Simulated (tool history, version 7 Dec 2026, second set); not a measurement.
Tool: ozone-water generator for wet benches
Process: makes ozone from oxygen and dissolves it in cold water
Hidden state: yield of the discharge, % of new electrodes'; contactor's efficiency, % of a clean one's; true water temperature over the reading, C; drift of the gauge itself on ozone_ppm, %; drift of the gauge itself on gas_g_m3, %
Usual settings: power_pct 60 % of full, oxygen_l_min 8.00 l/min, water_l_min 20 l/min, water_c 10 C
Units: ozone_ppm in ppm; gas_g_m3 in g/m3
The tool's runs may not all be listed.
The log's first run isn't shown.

| run | day | power_pct | oxygen_l_min | water_l_min | water_c | hours of work since the electrodes were changed | hours of work since the contactor was cleaned | hours of work since the thermometer was calibrated | ozone_ppm | gas_g_m3 |
|---|---|---|---|---|---|---|---|---|---|---|
| 2 | 2.379 | 60 | 8.00 | 20 | 10 | 1027 | 419 | 3572 | 27.9 | 167.0 |
| 3 | 5.233 | 60 | 8.00 | 20 | 10 | 1082 | 474 | 3627 | 28.2 | 165.1 |
| 4 | 7.742 | 42 | 8.00 | 20 | 10 | 1130 | 523 | 3676 | 22.0 | 129.8 |
| 5 | 10.550 | 42 | 8.00 | 20 | 10 | 1184 | 577 | 3730 | 22.1 | 131.3 |
| 6 | 13.725 | 60 | 8.00 | 20 | 5 | 1246 | 638 | 3791 | 30.8 | 165.6 |
| 7 | 16.583 | 60 | 8.00 | 20 | 5 | 1301 | 694 | 3847 | 30.5 | 168.2 |
| 8 | 19.088 | 60 | 11.31 | 20 | 5 | 1349 | 742 | 3895 | 32.3 | 148.3 |
| 9 | 21.879 | 60 | 11.31 | 20 | 5 | 1403 | 796 | 3949 | 32.8 | 148.5 |
| 10 | 24.942 | 60 | 8.00 | 20 | 10 | 1463 | 855 | 4008 | 28.3 | 167.4 |
|  | 26.738 | water thermometer calibrated |
| 11 | 27.062 | 60 | 8.00 | 26 | 10 | 1503 | 896 | 6 | 23.3 | 167.1 |
| 12 | 28.896 | 60 | 6.69 | 26 | 10 | 1539 | 931 | 42 | 22.4 | 176.8 |
| 13 | 30.954 | 60 | 6.69 | 26 | 10 | 1578 | 971 | 81 | 22.4 | 174.9 |
| 14 | 32.817 | 60 | 6.69 | 26 | 10 | 1614 | 1007 | 118 | 22.5 | 175.4 |
| 15 | 34.646 | 60 | 6.69 | 26 | 10 | 1650 | 1042 | 153 | 22.2 | 176.0 |
| 16 | 36.012 | 60 | 8.00 | 20 | 10 | 1676 | 1069 | 179 | 28.0 | 166.8 |
| 17 | 37.304 | 60 | 8.00 | 20 | 10 | 1701 | 1094 | 204 | 27.9 | 167.1 |
| 18 | 39.583 | 60 | 8.00 | 20 | 10 | 1745 | 1138 | 248 | 28.1 | 168.2 |
| 19 | 41.250 | 66 | 8.00 | 32 | 10 | 1777 | 1170 | 281 | 21.2 | 176.5 |
| 20 | 43.179 | 62 | 8.00 | 26 | 10 | 1815 | 1207 | 318 | 23.8 | 169.7 |
| 21 | 45.446 | 44 | 8.00 | 26 | 7 | 1859 | 1251 | 362 | 20.1 | 134.9 |
| 22 | 47.525 | 60 | 4.60 | 20 | 10 | 1899 | 1291 | 402 | 24.4 | 198.1 |
| 23 | 50.379 | 60 | 7.80 | 20 | 10 | 1954 | 1346 | 457 | 28.0 | 169.3 |
| 24 | 51.946 | 60 | 6.18 | 20 | 10 | 1984 | 1377 | 487 | 26.6 | 180.0 |

The next listed run, before its measurement:
| 25 | 54.371 | 60 | 4.96 | 22 | 10 | 2031 | 1424 | 534 | ? | ? |

ozone_ppm: 23.2 ppm
gas_g_m3: 195.2 g/m3
Without the tool's hidden state the same run would have given ozone_ppm 23.2 ppm, gas_g_m3 195.2 g/m3.
